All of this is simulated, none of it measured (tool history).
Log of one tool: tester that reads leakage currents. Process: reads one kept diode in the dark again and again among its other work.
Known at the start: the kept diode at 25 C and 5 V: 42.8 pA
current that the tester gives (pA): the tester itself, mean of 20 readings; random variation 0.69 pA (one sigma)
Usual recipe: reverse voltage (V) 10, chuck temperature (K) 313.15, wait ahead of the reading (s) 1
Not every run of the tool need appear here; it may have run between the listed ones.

| run | day | reverse voltage (V) | chuck temperature (K) | wait ahead of the reading (s) | current that the tester gives (pA) |
|---|---|---|---|---|---|
| 1 | 0 | 10 | 313.15 | 1 | 219.88 |
| 2 | 3.212 | 10 | 313.15 | 1 | 220.94 |
| 3 | 7.508 | 10 | 313.15 | 1 | 220.25 |
| 4 | 10.646 | 10 | 313.15 | 1 | 219.23 |
| 5 | 15.275 | 3.2 | 313.15 | 1 | 128.83 |
| 6 | 19.438 | 3.2 | 313.15 | 1 | 128.56 |
| 7 | 25.25 | 10 | 313.15 | 1 | 216.95 |
| 8 | 30.429 | 10 | 313.15 | 1 | 216.82 |
| 9 | 35.821 | 10 | 313.15 | 1 | 216.34 |
| 10 | 39.412 | 10 | 313.15 | 1 | 216.6 |
| 11 | 42.046 | 10 | 313.15 | 1 | 215.67 |
| 12 | 44.625 | 10 | 313.15 | 1 | 215.09 |
| 13 | 50.033 | 10 | 313.15 | 1 | 213.49 |
|  | 50.412 | chuck's temperature calibrated |
| 14 | 55.183 | 10 | 313.15 | 1 | 226.7 |
|  | 56.683 | probe card cleaned and baked |
| 15 | 58.225 | 4.8 | 328.15 | 2.37 | 536.95 |
| 16 | 61.725 | 1.6 | 315.15 | 2.06 | 114.53 |

Expected results for the next run?
| 17 | 67.308 | 1.6 | 315.15 | 2.06 | ? |

{"run 17": {"current that the tester gives (pA)": 113.46}}
The same run, on a tool lacking any hidden state, would have yielded current that the tester gives (pA) 116.61.
